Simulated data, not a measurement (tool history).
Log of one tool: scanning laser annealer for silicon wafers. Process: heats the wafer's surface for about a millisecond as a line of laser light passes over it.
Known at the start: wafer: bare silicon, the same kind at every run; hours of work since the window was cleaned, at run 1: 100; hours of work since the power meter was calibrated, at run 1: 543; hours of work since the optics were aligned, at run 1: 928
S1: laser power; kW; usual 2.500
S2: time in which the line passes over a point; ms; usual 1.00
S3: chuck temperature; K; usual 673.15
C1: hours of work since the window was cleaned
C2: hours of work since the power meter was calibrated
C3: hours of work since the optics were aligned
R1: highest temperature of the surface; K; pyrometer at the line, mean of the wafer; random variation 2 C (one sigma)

{"run": 1, "hour": 0.0, "S1": 2.5, "S2": 1.0, "S3": 673.15, "C1": 100, "C2": 543, "C3": 928, "R1": 1508.15}
{"run": 2, "hour": 20.5, "S1": 2.5, "S2": 1.0, "S3": 673.15, "C1": 109, "C2": 552, "C3": 937, "R1": 1507.15}
{"run": 3, "hour": 48.1, "S1": 2.5, "S2": 1.0, "S3": 673.15, "C1": 121, "C2": 564, "C3": 949, "R1": 1505.15}
{"run": 4, "hour": 77.1, "S1": 2.5, "S2": 1.0, "S3": 690.15, "C1": 133, "C2": 576, "C3": 961, "R1": 1524.15}
{"run": 5, "hour": 106.8, "S1": 2.5, "S2": 1.0, "S3": 690.15, "C1": 146, "C2": 589, "C3": 973, "R1": 1519.15}
{"run": 6, "hour": 131.0, "S1": 2.5, "S2": 1.0, "S3": 690.15, "C1": 156, "C2": 599, "C3": 984, "R1": 1522.15}
{"run": 7, "hour": 159.2, "S1": 2.694, "S2": 1.0, "S3": 651.15, "C1": 168, "C2": 611, "C3": 996, "R1": 1546.15}
{"run": 8, "hour": 177.3, "S1": 2.629, "S2": 1.05, "S3": 635.15, "C1": 176, "C2": 619, "C3": 1003, "R1": 1529.15}
{"run": 9, "hour": 195.9, "S1": 2.629, "S2": 1.05, "S3": 635.15, "C1": 184, "C2": 627, "C3": 1011, "R1": 1531.15}
{"run": 10, "hour": 225.8, "S1": 2.405, "S2": 1.06, "S3": 705.15, "C1": 196, "C2": 639, "C3": 1024, "R1": 1532.15}

The next listed run, before its measurement:
{"run": 11, "hour": 256.7, "S1": 2.316, "S2": 0.71, "S3": 665.15, "C1": 209, "C2": 652, "C3": 1037, "R1": "?"}

R1: 1298.15 K
Without the tool's hidden state the same run would have given R1 1311.15 K.
